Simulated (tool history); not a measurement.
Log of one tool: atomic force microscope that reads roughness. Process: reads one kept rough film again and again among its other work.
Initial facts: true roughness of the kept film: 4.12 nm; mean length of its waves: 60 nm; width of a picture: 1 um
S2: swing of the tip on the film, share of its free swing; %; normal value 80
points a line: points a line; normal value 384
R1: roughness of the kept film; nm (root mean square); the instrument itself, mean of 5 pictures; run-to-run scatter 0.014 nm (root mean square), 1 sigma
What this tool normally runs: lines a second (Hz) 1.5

Run 1, hour 0: usual settings. Result: R1 3.068 nm (root mean square).
Run 2, hour 12: usual settings but S2 58 %. Result: R1 3.397 nm (root mean square).
Run 3, hour 18.6: usual settings. Result: R1 3.029 nm (root mean square).
At hour 25.4: new tip fitted.
Run 4, hour 28.5: usual settings. Result: R1 3.38 nm (root mean square).
Run 5, hour 41.7: usual settings but points a line 327. Result: R1 3.347 nm (root mean square).
Run 6, hour 51.5: usual settings but S2 81 %. Result: R1 3.285 nm (root mean square).
Run 7, hour 58.3: usual settings but S2 81 %, points a line 448. Result: R1 3.274 nm (root mean square).
Run 8, hour 70.6: usual settings but S2 81 %, points a line 448. Result: R1 3.207 nm (root mean square).
Run 9, hour 80.5: usual settings. Result: R1 3.211 nm (root mean square).
Run 10, hour 88.8: usual settings but S2 74 %. Result: R1 3.33 nm (root mean square).
Run 11, hour 95.2: usual settings but S2 74 %. Result: R1 3.305 nm (root mean square).
Run 12, hour 103.9: usual settings but S2 74 %. Result: R1 3.279 nm (root mean square).
Run 13, hour 112.3: usual settings but S2 74 %, points a line 468. Result: R1 3.263 nm (root mean square).
Run 14, hour 125.3: usual settings. Result: R1 3.122 nm (root mean square).
Run 15, hour 138.6: usual settings but lines a second (Hz) 0.57. Result: R1 3.336 nm (root mean square).
At hour 151.6: new tip fitted.
Run 16, hour 152.7: usual settings but lines a second (Hz) 0.57. Result: R1 3.663 nm (root mean square).
Run 17, hour 165.5: usual settings. Result: R1 3.31 nm (root mean square).
Run 18, hour 173.9: usual settings. Result: R1 3.32 nm (root mean square).
Run 19, hour 183: usual settings. Result: R1 3.277 nm (root mean square).
Run 20, hour 197.3: usual settings. Result: R1 3.227 nm (root mean square).
Run 21, hour 203.6: usual settings but lines a second (Hz) 2.03. Result: R1 3.084 nm (root mean square).
Run 22, hour 215.9: usual settings. Result: R1 3.182 nm (root mean square).
Run 23, hour 228.5: usual settings. Result: R1 3.154 nm (root mean square).
Run 24, hour 237.1: usual settings. Result: R1 3.133 nm (root mean square).
Run 25, hour 243.5: usual settings but lines a second (Hz) 0.82. Result: R1 3.325 nm (root mean square).
Run 26, hour 251.6: usual settings but S2 75 %. Result: R1 3.197 nm (root mean square).
Run 27, hour 261.6: usual settings but S2 73 %. Result: R1 3.221 nm (root mean square).
Run 28, hour 275.1: usual settings but lines a second (Hz) 3.1, S2 59 %, points a line 364. Result: R1 3.2 nm (root mean square).
At hour 277.8: new tip fitted.
Run 29, hour 282.4: usual settings but lines a second (Hz) 0.73, S2 74 %, points a line 308. Result: R1 3.685 nm (root mean square).
Run 30, hour 296.3: usual settings but lines a second (Hz) 0.73, S2 74 %, points a line 632. Result: R1 3.635 nm (root mean square).
At hour 298.3: height scale calibrated on a step standard.
Run 31, hour 304.2: usual settings but lines a second (Hz) 0.73, S2 74 %, points a line 632. Result: R1 3.632 nm (root mean square).
Run 32, hour 312.8: usual settings but S2 55 %, points a line 373. Result: R1 3.662 nm (root mean square).
At hour 323.1: height scale calibrated on a step standard, once more.
Run 33, hour 326.4: usual settings but lines a second (Hz) 1.53, S2 56 %, points a line 863. Result: R1 3.653 nm (root mean square).
Run 34, hour 333: usual settings but lines a second (Hz) 1.23, S2 56 %, points a line 863. Result: R1 3.621 nm (root mean square).
Run 35, hour 341.4: usual settings but lines a second (Hz) 1.23, S2 56 %, points a line 863. Result: R1 3.637 nm (root mean square).
Run 36, hour 349.5: usual settings but lines a second (Hz) 1.23, S2 56 %, points a line 863. Result: R1 3.564 nm (root mean square).
Run 37, hour 360.4: usual settings but lines a second (Hz) 1.23, S2 56 %, points a line 863. Result: R1 3.54 nm (root mean square).
Run 38, hour 369.9: usual settings but points a line 827. Result: R1 3.155 nm (root mean square).
Run 39, hour 377.2: usual settings but lines a second (Hz) 1.47, S2 69 %, points a line 402. Result: R1 3.333 nm (root mean square).
Run 40, hour 384.1: usual settings but lines a second (Hz) 0.79, points a line 655. Result: R1 3.312 nm (root mean square).
Run 41, hour 396.8: usual settings but lines a second (Hz) 0.79, points a line 363. Result: R1 3.304 nm (root mean square).
At hour 405.2: new tip fitted.
Run 42, hour 411.3: usual settings but lines a second (Hz) 0.57, S2 60 %, points a line 914. Result: R1 3.839 nm (root mean square).
Run 43, hour 426.6: usual settings but lines a second (Hz) 0.57, S2 60 %, points a line 914. Result: R1 3.817 nm (root mean square).
Run 44, hour 440.1: usual settings but lines a second (Hz) 3.25, S2 82 %, points a line 503. Result: R1 2.802 nm (root mean square).
Run 45, hour 453.4: usual settings but S2 59 %, points a line 661. Result: R1 3.623 nm (root mean square).
Run 46, hour 467.3: usual settings but lines a second (Hz) 0.56, S2 85 %, points a line 854. Result: R1 3.457 nm (root mean square).
Run 47, hour 476.9: usual settings but lines a second (Hz) 1.7, points a line 495. Result: R1 3.13 nm (root mean square).
Run 48, hour 486.3: usual settings but lines a second (Hz) 0.86, S2 86 %, points a line 730. Result: R1 3.282 nm (root mean square).
Run 49, hour 499.6: usual settings but points a line 718. Result: R1 3.154 nm (root mean square).
Run 50, hour 514.5: usual settings but points a line 718. Result: R1 3.112 nm (root mean square).
Run 51, hour 526.6: usual settings but points a line 718. Result: R1 3.067 nm (root mean square).
At hour 531.2: new tip fitted.
Run 52, hour 541.6: usual settings but points a line 945. Result: R1 3.367 nm (root mean square).

What if the next run were any one of these 5? Each begins from the tool's condition after run 52:
Run A, hour 553.2: usual settings but lines a second (Hz) 1.18, S2 90 %, points a line 313. Result: R1 ?.
Run B, hour 553.2: usual settings but lines a second (Hz) 1.4, points a line 345. Result: R1 ?.
Run C, hour 553.2: usual settings but lines a second (Hz) 3.28, S2 67 %, points a line 404. Result: R1 ?.
Run D, hour 553.2: usual settings but S2 62 %, points a line 945. Result: R1 ?.
Run E, hour 553.2: usual settings but S2 59 %, points a line 530. Result: R1 ?.

run     R1
  A  3.211
  B  3.358
  C  3.289
  D   3.66
  E  3.696
Stripped of hidden state, with their random variation kept, the same runs would have yielded:
run     R1
  A  3.272
  B  3.422
  C  3.351
  D  3.729
  E  3.766
